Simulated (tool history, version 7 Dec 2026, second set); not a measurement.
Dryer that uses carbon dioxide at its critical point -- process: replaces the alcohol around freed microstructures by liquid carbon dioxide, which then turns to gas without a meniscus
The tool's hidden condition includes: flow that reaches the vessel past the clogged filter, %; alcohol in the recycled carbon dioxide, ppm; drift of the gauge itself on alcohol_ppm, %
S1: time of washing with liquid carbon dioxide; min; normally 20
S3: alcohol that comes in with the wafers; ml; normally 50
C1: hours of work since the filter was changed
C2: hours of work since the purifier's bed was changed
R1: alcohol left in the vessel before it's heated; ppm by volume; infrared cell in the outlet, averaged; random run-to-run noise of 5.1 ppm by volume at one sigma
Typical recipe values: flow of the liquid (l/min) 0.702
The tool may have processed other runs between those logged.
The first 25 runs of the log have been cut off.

run 26 hour=233.9 | S1=23 flow_of_the_liquid_(l/min)=0.809 S3=45 | C1=97 C2=154 | R1=23
run 27 hour=242.9 | S1=23 flow_of_the_liquid_(l/min)=0.846 S3=70 | C1=101 C2=157 | R1=29
run 28 hour=253.2 | S1=20 flow_of_the_liquid_(l/min)=0.831 S3=95 | C1=105 C2=161 | R1=75
run 29 hour=262.0 | S1=26 flow_of_the_liquid_(l/min)=0.792 S3=50 | C1=108 C2=165 | R1=36
run 30 hour=270.7 | S1=21 flow_of_the_liquid_(l/min)=0.687 S3=43 | C1=111 C2=168 | R1=69
run 31 hour=281.2 | S1=13 flow_of_the_liquid_(l/min)=0.702 S3=50 | C1=115 C2=172 | R1=636
run 32 hour=287.0 | S1=13 flow_of_the_liquid_(l/min)=0.702 S3=50 | C1=117 C2=174 | R1=631
run 33 hour=293.6 | S1=29 flow_of_the_liquid_(l/min)=0.702 S3=41 | C1=120 C2=176 | R1=20
run 34 hour=301.7 | S1=29 flow_of_the_liquid_(l/min)=0.702 S3=41 | C1=123 C2=179 | R1=30

Expected results for the next run?
run 35 hour=309.2 | S1=20 flow_of_the_liquid_(l/min)=0.858 S3=50 | C1=125 C2=182 | R1=?

R1: 44 ppm by volume
Were there no unlogged condition in the tool, this run, its random variation unchanged, would have produced R1 18 ppm by volume.

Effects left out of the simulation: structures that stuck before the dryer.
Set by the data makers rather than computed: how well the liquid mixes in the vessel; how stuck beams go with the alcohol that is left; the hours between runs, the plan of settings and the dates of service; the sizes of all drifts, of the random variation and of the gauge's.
